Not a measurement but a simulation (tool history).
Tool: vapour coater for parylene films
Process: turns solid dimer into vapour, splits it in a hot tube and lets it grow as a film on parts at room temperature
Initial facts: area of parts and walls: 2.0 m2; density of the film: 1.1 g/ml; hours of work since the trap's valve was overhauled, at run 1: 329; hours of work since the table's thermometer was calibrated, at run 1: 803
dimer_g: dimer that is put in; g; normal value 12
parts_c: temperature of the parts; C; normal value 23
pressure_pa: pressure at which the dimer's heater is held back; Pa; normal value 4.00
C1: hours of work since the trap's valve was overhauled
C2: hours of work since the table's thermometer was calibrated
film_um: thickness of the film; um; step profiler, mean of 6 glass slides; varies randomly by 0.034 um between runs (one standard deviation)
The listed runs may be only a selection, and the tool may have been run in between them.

{"run": 1, "hour": 0.0, "dimer_g": 12, "parts_c": 23, "pressure_pa": 4.0, "C1": 329, "C2": 803, "film_um": 2.92}
{"run": 2, "hour": 24.7, "dimer_g": 12, "parts_c": 23, "pressure_pa": 4.0, "C1": 350, "C2": 824, "film_um": 2.92}
{"hour": 34.0, "done": "table's thermometer calibrated"}
{"run": 3, "hour": 51.0, "dimer_g": 8, "parts_c": 23, "pressure_pa": 4.0, "C1": 371, "C2": 14, "film_um": 2.01}
{"run": 4, "hour": 68.2, "dimer_g": 8, "parts_c": 23, "pressure_pa": 4.0, "C1": 386, "C2": 29, "film_um": 1.98}
{"run": 5, "hour": 85.6, "dimer_g": 8, "parts_c": 23, "pressure_pa": 4.0, "C1": 400, "C2": 44, "film_um": 2.05}
{"run": 6, "hour": 101.2, "dimer_g": 8, "parts_c": 23, "pressure_pa": 4.0, "C1": 413, "C2": 57, "film_um": 2.03}
{"run": 7, "hour": 111.6, "dimer_g": 8, "parts_c": 23, "pressure_pa": 4.0, "C1": 422, "C2": 66, "film_um": 1.99}
{"hour": 118.8, "done": "trap's valve overhauled"}
{"run": 8, "hour": 129.8, "dimer_g": 8, "parts_c": 23, "pressure_pa": 4.0, "C1": 9, "C2": 78, "film_um": 1.77}
{"run": 9, "hour": 154.1, "dimer_g": 8, "parts_c": 23, "pressure_pa": 4.0, "C1": 30, "C2": 98, "film_um": 1.77}
{"run": 10, "hour": 172.7, "dimer_g": 8, "parts_c": 23, "pressure_pa": 4.0, "C1": 46, "C2": 114, "film_um": 1.71}
{"run": 11, "hour": 192.4, "dimer_g": 8, "parts_c": 23, "pressure_pa": 4.0, "C1": 62, "C2": 130, "film_um": 1.73}
{"run": 12, "hour": 215.1, "dimer_g": 11, "parts_c": 23, "pressure_pa": 4.0, "C1": 81, "C2": 150, "film_um": 2.31}
{"run": 13, "hour": 226.9, "dimer_g": 12, "parts_c": 23, "pressure_pa": 4.0, "C1": 91, "C2": 160, "film_um": 2.5}
{"run": 14, "hour": 242.1, "dimer_g": 12, "parts_c": 23, "pressure_pa": 4.0, "C1": 104, "C2": 173, "film_um": 2.52}
{"run": 15, "hour": 264.4, "dimer_g": 12, "parts_c": 23, "pressure_pa": 4.0, "C1": 123, "C2": 191, "film_um": 2.5}
{"hour": 275.2, "done": "trap's valve overhauled, once more"}
{"run": 16, "hour": 279.9, "dimer_g": 12, "parts_c": 23, "pressure_pa": 4.0, "C1": 4, "C2": 201, "film_um": 3.4}
{"run": 17, "hour": 295.5, "dimer_g": 12, "parts_c": 23, "pressure_pa": 4.0, "C1": 17, "C2": 214, "film_um": 3.39}
{"run": 18, "hour": 315.9, "dimer_g": 12, "parts_c": 23, "pressure_pa": 4.0, "C1": 34, "C2": 231, "film_um": 3.28}
{"run": 19, "hour": 337.3, "dimer_g": 12, "parts_c": 23, "pressure_pa": 4.0, "C1": 52, "C2": 250, "film_um": 3.29}
{"run": 20, "hour": 353.2, "dimer_g": 11, "parts_c": 23, "pressure_pa": 4.0, "C1": 66, "C2": 263, "film_um": 2.97}
{"run": 21, "hour": 367.3, "dimer_g": 10, "parts_c": 19, "pressure_pa": 4.61, "C1": 78, "C2": 275, "film_um": 3.01}
{"run": 22, "hour": 388.7, "dimer_g": 12, "parts_c": 29, "pressure_pa": 3.28, "C1": 96, "C2": 293, "film_um": 2.86}
{"run": 23, "hour": 404.1, "dimer_g": 12, "parts_c": 29, "pressure_pa": 3.28, "C1": 109, "C2": 306, "film_um": 2.79}
{"run": 24, "hour": 421.7, "dimer_g": 12, "parts_c": 23, "pressure_pa": 3.28, "C1": 124, "C2": 321, "film_um": 3.33}
{"run": 25, "hour": 445.7, "dimer_g": 12, "parts_c": 23, "pressure_pa": 3.28, "C1": 144, "C2": 341, "film_um": 3.32}
{"run": 26, "hour": 469.7, "dimer_g": 19, "parts_c": 18, "pressure_pa": 3.28, "C1": 164, "C2": 361, "film_um": 6.0}
{"run": 27, "hour": 486.8, "dimer_g": 19, "parts_c": 18, "pressure_pa": 3.28, "C1": 179, "C2": 376, "film_um": 6.04}
{"run": 28, "hour": 503.0, "dimer_g": 18, "parts_c": 16, "pressure_pa": 3.28, "C1": 192, "C2": 390, "film_um": 5.99}
{"run": 29, "hour": 524.3, "dimer_g": 18, "parts_c": 16, "pressure_pa": 3.28, "C1": 210, "C2": 408, "film_um": 5.93}
{"run": 30, "hour": 546.1, "dimer_g": 12, "parts_c": 23, "pressure_pa": 4.43, "C1": 229, "C2": 426, "film_um": 3.09}
{"run": 31, "hour": 571.0, "dimer_g": 5, "parts_c": 23, "pressure_pa": 6.29, "C1": 250, "C2": 447, "film_um": 1.22}
{"run": 32, "hour": 585.8, "dimer_g": 5, "parts_c": 23, "pressure_pa": 6.29, "C1": 263, "C2": 460, "film_um": 1.19}
{"run": 33, "hour": 600.2, "dimer_g": 5, "parts_c": 23, "pressure_pa": 6.29, "C1": 275, "C2": 472, "film_um": 1.2}
{"run": 34, "hour": 617.0, "dimer_g": 5, "parts_c": 23, "pressure_pa": 11.29, "C1": 289, "C2": 486, "film_um": 1.08}
{"run": 35, "hour": 628.6, "dimer_g": 17, "parts_c": 15, "pressure_pa": 11.29, "C1": 299, "C2": 496, "film_um": 4.62}
{"run": 36, "hour": 644.0, "dimer_g": 17, "parts_c": 15, "pressure_pa": 11.29, "C1": 312, "C2": 509, "film_um": 4.68}
{"run": 37, "hour": 662.3, "dimer_g": 12, "parts_c": 27, "pressure_pa": 11.86, "C1": 327, "C2": 524, "film_um": 2.29}
{"run": 38, "hour": 681.6, "dimer_g": 12, "parts_c": 27, "pressure_pa": 11.86, "C1": 343, "C2": 541, "film_um": 2.23}

Each row is a separate what-if for the run after 38, all from the same tool condition, not one after another. Results?
{"run": "A", "hour": 698.6, "dimer_g": 5, "parts_c": 16, "pressure_pa": 7.04, "C1": 358, "C2": 555, "film_um": "?"}
{"run": "B", "hour": 698.6, "dimer_g": 18, "parts_c": 23, "pressure_pa": 7.57, "C1": 358, "C2": 555, "film_um": "?"}
{"run": "C", "hour": 698.6, "dimer_g": 18, "parts_c": 18, "pressure_pa": 4.27, "C1": 358, "C2": 555, "film_um": "?"}
{"run": "D", "hour": 698.6, "dimer_g": 6, "parts_c": 20, "pressure_pa": 4.0, "C1": 358, "C2": 555, "film_um": "?"}
{"run": "E", "hour": 698.6, "dimer_g": 12, "parts_c": 21, "pressure_pa": 4.0, "C1": 358, "C2": 555, "film_um": "?"}

run=A film_um=1.40
run=B film_um=4.04
run=C film_um=5.15
run=D film_um=1.63
run=E film_um=3.13
Stripped of hidden state, with their random variation kept, the same runs would have yielded:
run=A film_um=1.60
run=B film_um=4.64
run=C film_um=5.91
run=D film_um=1.87
run=E film_um=3.59
